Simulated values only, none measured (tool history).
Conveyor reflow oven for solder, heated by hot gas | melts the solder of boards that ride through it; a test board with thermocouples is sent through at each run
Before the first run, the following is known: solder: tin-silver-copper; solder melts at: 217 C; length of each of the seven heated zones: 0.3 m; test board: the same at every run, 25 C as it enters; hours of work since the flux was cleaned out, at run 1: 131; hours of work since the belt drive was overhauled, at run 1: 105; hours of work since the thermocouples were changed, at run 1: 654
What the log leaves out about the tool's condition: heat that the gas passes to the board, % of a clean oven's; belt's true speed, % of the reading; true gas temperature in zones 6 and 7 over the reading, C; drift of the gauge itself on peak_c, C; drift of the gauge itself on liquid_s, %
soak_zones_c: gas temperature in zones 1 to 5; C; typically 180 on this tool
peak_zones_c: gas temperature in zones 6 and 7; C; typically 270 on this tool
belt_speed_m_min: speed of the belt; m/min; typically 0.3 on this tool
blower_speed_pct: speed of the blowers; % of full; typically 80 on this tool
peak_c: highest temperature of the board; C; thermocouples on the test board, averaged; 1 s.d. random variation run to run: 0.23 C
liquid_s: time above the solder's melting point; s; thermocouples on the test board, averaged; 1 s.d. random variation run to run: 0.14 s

run,hour,soak_zones_c,peak_zones_c,belt_speed_m_min,blower_speed_pct,hours of work since the flux was cleaned out,hours of work since the belt drive was overhauled,hours of work since the thermocouples were changed,peak_c,liquid_s
1,0,180,270,0.3,80,131,105,654,258.3,101.3
2,22.3,180,263,0.3,80,147,121,670,251.9,95.6
3,46.9,180,263,0.3,80,164,139,688,251.7,95.4
4,67.6,180,263,0.3,80,179,154,703,251.9,95.3
5,82.9,180,274,0.3,80,190,165,714,261.8,104.3
6,96.4,180,274,0.3,80,200,174,724,262.2,104.2
7,120,180,274,0.3,80,217,191,741,261.7,104.4
8,142.2,180,274,0.3,80,233,207,757,262.2,104.3
9,161.3,191,270,0.3,80,247,221,770,259.6,109.2
# hour 186.2: thermocouples of zones 6 and 7 changed
10,188.9,180,270,0.3,80,265,239,2,259.1,102.3
11,202.2,180,270,0.3,80,275,249,12,259.3,101.9
12,218.6,180,270,0.3,80,286,261,23,259.1,102
13,241.8,180,272,0.3,80,303,277,40,261.2,103.5
# hour 247.1: belt drive overhauled, speed set with a stopwatch
# hour 265.8: flux residue cleaned out of gas plates and filters
14,268.1,180,272,0.3,80,2,12,53,261.9,104.5
# hour 290.4: belt drive overhauled, speed set with a stopwatch, once more
15,292.1,180,272,0.3,80,16,1,67,261.7,103.7
16,312.4,180,265,0.309,80,31,16,81,254.7,94.7
17,335.1,180,259,0.3,80,47,32,98,250,93
18,348.9,186,260,0.3,55,57,42,108,248.4,94.6
19,371.1,180,270,0.3,82,73,58,124,259.4,102.5
20,394.4,180,270,0.3,82,90,75,140,259.7,102.3
21,407.2,180,270,0.3,82,99,84,150,259.9,102.3
22,423.5,180,270,0.3,82,111,96,161,259,102.4
23,434.2,180,274,0.314,87,118,103,169,262.4,99.8
24,454.8,180,274,0.314,87,133,118,184,262.5,99.8
25,466.9,180,274,0.314,87,142,127,193,262.7,100
26,488,175,261,0.263,62,157,142,208,251.9,106
27,509.1,183,261,0.335,62,172,157,223,246.8,79.4
28,528.2,183,261,0.335,62,186,171,237,246.7,79.4
29,540.2,177,270,0.283,80,195,180,245,260.6,107.8
30,565.3,172,269,0.283,80,213,198,264,258.6,103.6

5 ways to go on from here, each from the tool as it stands after run 30. What would each give?
A,578.4,179,259,0.283,80,222,207,273,?,?
B,578.4,171,265,0.264,80,222,207,273,?,?
C,578.4,180,270,0.303,51,222,207,273,?,?
D,578.4,178,283,0.283,80,222,207,273,?,?
E,578.4,182,274,0.283,80,222,207,273,?,?

run,peak_c,liquid_s
A,249.7,99.4
B,256,109.2
C,255.2,96
D,272.4,117
E,264.6,113.7
Without the tool's unlogged condition, the same runs would have read:
run,peak_c,liquid_s
A,250.6,100.6
B,256.9,110.3
C,256.1,97
D,273.4,117.5
E,265.5,114.3
